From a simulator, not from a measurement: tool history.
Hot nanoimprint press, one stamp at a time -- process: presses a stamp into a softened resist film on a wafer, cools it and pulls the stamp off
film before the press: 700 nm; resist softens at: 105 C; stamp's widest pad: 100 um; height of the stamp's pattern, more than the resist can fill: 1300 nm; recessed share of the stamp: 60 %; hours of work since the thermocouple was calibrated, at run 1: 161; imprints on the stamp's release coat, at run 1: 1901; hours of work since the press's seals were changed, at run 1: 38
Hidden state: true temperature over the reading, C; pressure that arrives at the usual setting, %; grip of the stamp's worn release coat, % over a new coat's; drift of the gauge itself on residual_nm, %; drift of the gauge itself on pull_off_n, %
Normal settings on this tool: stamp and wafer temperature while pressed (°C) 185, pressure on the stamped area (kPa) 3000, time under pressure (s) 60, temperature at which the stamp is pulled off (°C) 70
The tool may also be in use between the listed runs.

run,day,stamp and wafer temperature while pressed (°C),pressure on the stamped area (kPa),time under pressure (s),temperature at which the stamp is pulled off (°C),hours of work since the thermocouple was calibrated,imprints on the stamp's release coat,hours of work since the press's seals were changed,resist left under the stamp's widest pad (Å),greatest force while the stamp is pulled off (N)
1,0.000,185,3000,60,70,161,1901,38,2902,239
# day 1.333: stamp cleaned and given a new release coat
2,1.342,185,3000,60,70,172,0,49,2948,174
3,2.038,185,3000,60,67,180,49,57,2939,188
4,3.021,185,3000,60,67,190,118,67,2946,195
5,4.508,185,3000,60,67,205,223,82,2971,206
6,6.121,186,3000,60,70,222,336,99,2877,187
7,6.867,185,3000,41,70,230,388,107,3344,189
8,7.562,190,4650,55,63,237,438,114,2033,216
9,8.950,184,2180,60,65,252,535,129,3657,217
# day 9.217: plate thermocouple calibrated
10,10.225,185,3960,110,70,11,616,141,2096,200
11,11.229,185,2380,60,78,21,687,151,3448,159
12,12.000,185,2380,60,78,29,741,159,3477,158

How would selected steps in resist left under the stamp's widest pad (Å) from run to run divide? Give the signed amount a tool lacking its hidden state would still show from settings, what came in and random variation, and the signed amount left for the hidden state, including any gauge scatter that is not in both of the compared results.
Run 8 -> 9: stamp and wafer temperature while pressed (°C) 190 -> 184, pressure on the stamped area (kPa) 4650 -> 2180, time under pressure (s) 55 -> 60, temperature at which the stamp is pulled off (°C) 63 -> 65. resist left under the stamp's widest pad (Å) +1624: hidden state +44, all else +1580.
Run 10 -> 11: pressure on the stamped area (kPa) 3960 -> 2380, time under pressure (s) 110 -> 60, temperature at which the stamp is pulled off (°C) 70 -> 78. resist left under the stamp's widest pad (Å) +1352: hidden state +58, all else +1294.

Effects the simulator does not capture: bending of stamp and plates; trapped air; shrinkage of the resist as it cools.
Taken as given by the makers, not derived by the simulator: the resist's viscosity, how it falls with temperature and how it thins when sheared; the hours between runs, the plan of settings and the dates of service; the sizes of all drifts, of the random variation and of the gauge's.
